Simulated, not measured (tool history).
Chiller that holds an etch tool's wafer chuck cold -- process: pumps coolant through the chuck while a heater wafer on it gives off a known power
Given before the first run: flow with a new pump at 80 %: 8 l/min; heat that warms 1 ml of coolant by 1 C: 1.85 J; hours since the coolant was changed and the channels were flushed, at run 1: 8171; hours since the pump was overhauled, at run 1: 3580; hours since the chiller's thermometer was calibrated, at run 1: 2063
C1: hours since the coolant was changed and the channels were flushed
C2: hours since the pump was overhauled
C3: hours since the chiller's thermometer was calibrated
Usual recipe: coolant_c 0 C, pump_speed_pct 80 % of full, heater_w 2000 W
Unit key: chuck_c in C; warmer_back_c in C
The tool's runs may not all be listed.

run 1 hour=0.0 | coolant_c=0 pump_speed_pct=80 heater_w=2000 | C1=8171 C2=3580 C3=2063 | chuck_c=29.9 warmer_back_c=8.56
-- hour=51.4 coolant changed, channels flushed
run 2 hour=64.6 | coolant_c=0 pump_speed_pct=61 heater_w=2000 | C1=13 C2=3639 C3=2122 | chuck_c=33.7 warmer_back_c=11.36
run 3 hour=142.8 | coolant_c=0 pump_speed_pct=61 heater_w=2000 | C1=91 C2=3717 C3=2200 | chuck_c=34.0 warmer_back_c=11.36
run 4 hour=229.7 | coolant_c=0 pump_speed_pct=61 heater_w=2000 | C1=178 C2=3804 C3=2287 | chuck_c=33.9 warmer_back_c=11.35
run 5 hour=310.9 | coolant_c=5 pump_speed_pct=80 heater_w=2000 | C1=259 C2=3885 C3=2368 | chuck_c=31.5 warmer_back_c=8.59
run 6 hour=363.8 | coolant_c=5 pump_speed_pct=80 heater_w=2000 | C1=312 C2=3938 C3=2421 | chuck_c=31.4 warmer_back_c=8.60
run 7 hour=446.9 | coolant_c=5 pump_speed_pct=80 heater_w=2000 | C1=395 C2=4021 C3=2504 | chuck_c=31.5 warmer_back_c=8.57
run 8 hour=516.5 | coolant_c=0 pump_speed_pct=80 heater_w=2000 | C1=465 C2=4091 C3=2574 | chuck_c=26.6 warmer_back_c=8.58
run 9 hour=594.6 | coolant_c=0 pump_speed_pct=80 heater_w=2000 | C1=543 C2=4169 C3=2652 | chuck_c=26.7 warmer_back_c=8.61
run 10 hour=648.4 | coolant_c=0 pump_speed_pct=80 heater_w=2000 | C1=597 C2=4222 C3=2706 | chuck_c=26.7 warmer_back_c=8.61
run 11 hour=690.3 | coolant_c=0 pump_speed_pct=80 heater_w=2000 | C1=639 C2=4264 C3=2748 | chuck_c=26.8 warmer_back_c=8.63
run 12 hour=766.6 | coolant_c=0 pump_speed_pct=88 heater_w=2000 | C1=715 C2=4341 C3=2824 | chuck_c=24.5 warmer_back_c=7.79
run 13 hour=865.1 | coolant_c=0 pump_speed_pct=80 heater_w=2000 | C1=814 C2=4439 C3=2922 | chuck_c=26.7 warmer_back_c=8.69
run 14 hour=938.0 | coolant_c=0 pump_speed_pct=95 heater_w=2000 | C1=887 C2=4512 C3=2995 | chuck_c=22.8 warmer_back_c=7.22
run 15 hour=999.4 | coolant_c=-4 pump_speed_pct=80 heater_w=2000 | C1=948 C2=4573 C3=3057 | chuck_c=22.8 warmer_back_c=8.64
run 16 hour=1086.8 | coolant_c=0 pump_speed_pct=80 heater_w=1947 | C1=1035 C2=4661 C3=3144 | chuck_c=26.1 warmer_back_c=8.38
run 17 hour=1164.0 | coolant_c=-2 pump_speed_pct=80 heater_w=2000 | C1=1113 C2=4738 C3=3221 | chuck_c=24.9 warmer_back_c=8.65
run 18 hour=1237.0 | coolant_c=5 pump_speed_pct=66 heater_w=2591 | C1=1186 C2=4811 C3=3294 | chuck_c=47.1 warmer_back_c=13.74
run 19 hour=1316.4 | coolant_c=5 pump_speed_pct=66 heater_w=2591 | C1=1265 C2=4890 C3=3374 | chuck_c=47.1 warmer_back_c=13.75
run 20 hour=1361.8 | coolant_c=-2 pump_speed_pct=71 heater_w=1561 | C1=1310 C2=4936 C3=3419 | chuck_c=21.6 warmer_back_c=7.77
run 21 hour=1438.2 | coolant_c=0 pump_speed_pct=64 heater_w=1114 | C1=1387 C2=5012 C3=3495 | chuck_c=18.6 warmer_back_c=6.08
-- hour=1445.4 chiller's thermometer calibrated
run 22 hour=1489.8 | coolant_c=0 pump_speed_pct=67 heater_w=2000 | C1=1437 C2=5063 C3=44 | chuck_c=32.1 warmer_back_c=10.45
run 23 hour=1576.6 | coolant_c=0 pump_speed_pct=67 heater_w=2000 | C1=1524 C2=5150 C3=131 | chuck_c=32.2 warmer_back_c=10.53
run 24 hour=1621.8 | coolant_c=-2 pump_speed_pct=65 heater_w=2000 | C1=1569 C2=5195 C3=176 | chuck_c=31.1 warmer_back_c=10.82
run 25 hour=1707.8 | coolant_c=0 pump_speed_pct=96 heater_w=2068 | C1=1655 C2=5281 C3=262 | chuck_c=23.9 warmer_back_c=7.51
run 26 hour=1776.1 | coolant_c=0 pump_speed_pct=78 heater_w=1782 | C1=1724 C2=5349 C3=331 | chuck_c=25.0 warmer_back_c=7.96
run 27 hour=1834.4 | coolant_c=-8 pump_speed_pct=76 heater_w=2067 | C1=1782 C2=5407 C3=389 | chuck_c=21.7 warmer_back_c=9.59
run 28 hour=1899.0 | coolant_c=-8 pump_speed_pct=76 heater_w=2067 | C1=1847 C2=5472 C3=454 | chuck_c=21.7 warmer_back_c=9.58
-- hour=1936.8 chiller's thermometer calibrated, once more
run 29 hour=1981.5 | coolant_c=2 pump_speed_pct=76 heater_w=1948 | C1=1928 C2=5554 C3=45 | chuck_c=30.6 warmer_back_c=9.01
run 30 hour=2052.5 | coolant_c=2 pump_speed_pct=67 heater_w=2296 | C1=1999 C2=5625 C3=116 | chuck_c=39.9 warmer_back_c=12.16
run 31 hour=2095.1 | coolant_c=2 pump_speed_pct=62 heater_w=1463 | C1=2042 C2=5667 C3=158 | chuck_c=27.9 warmer_back_c=8.40

5 options for the next run, each taken on its own from the tool as it stands now. Forecast them:
run A hour=2143.8 | coolant_c=2 pump_speed_pct=75 heater_w=1311 | C1=2090 C2=5716 C3=207 | chuck_c=? warmer_back_c=?
run B hour=2143.8 | coolant_c=7 pump_speed_pct=64 heater_w=2804 | C1=2090 C2=5716 C3=207 | chuck_c=? warmer_back_c=?
run C hour=2143.8 | coolant_c=-3 pump_speed_pct=80 heater_w=2000 | C1=2090 C2=5716 C3=207 | chuck_c=? warmer_back_c=?
run D hour=2143.8 | coolant_c=1 pump_speed_pct=81 heater_w=2528 | C1=2090 C2=5716 C3=207 | chuck_c=? warmer_back_c=?
run E hour=2143.8 | coolant_c=-4 pump_speed_pct=62 heater_w=2383 | C1=2090 C2=5716 C3=207 | chuck_c=? warmer_back_c=?

run=A chuck_c=21.5 warmer_back_c=6.20
run=B chuck_c=55.4 warmer_back_c=15.58
run=C chuck_c=25.1 warmer_back_c=8.81
run=D chuck_c=36.0 warmer_back_c=10.95
run=E chuck_c=38.4 warmer_back_c=13.78
Without the tool's unlogged condition, the same runs would have read:
run=A chuck_c=19.5 warmer_back_c=5.71
run=B chuck_c=50.5 warmer_back_c=14.36
run=C chuck_c=22.3 warmer_back_c=8.13
run=D chuck_c=32.5 warmer_back_c=10.09
run=E chuck_c=34.1 warmer_back_c=12.69
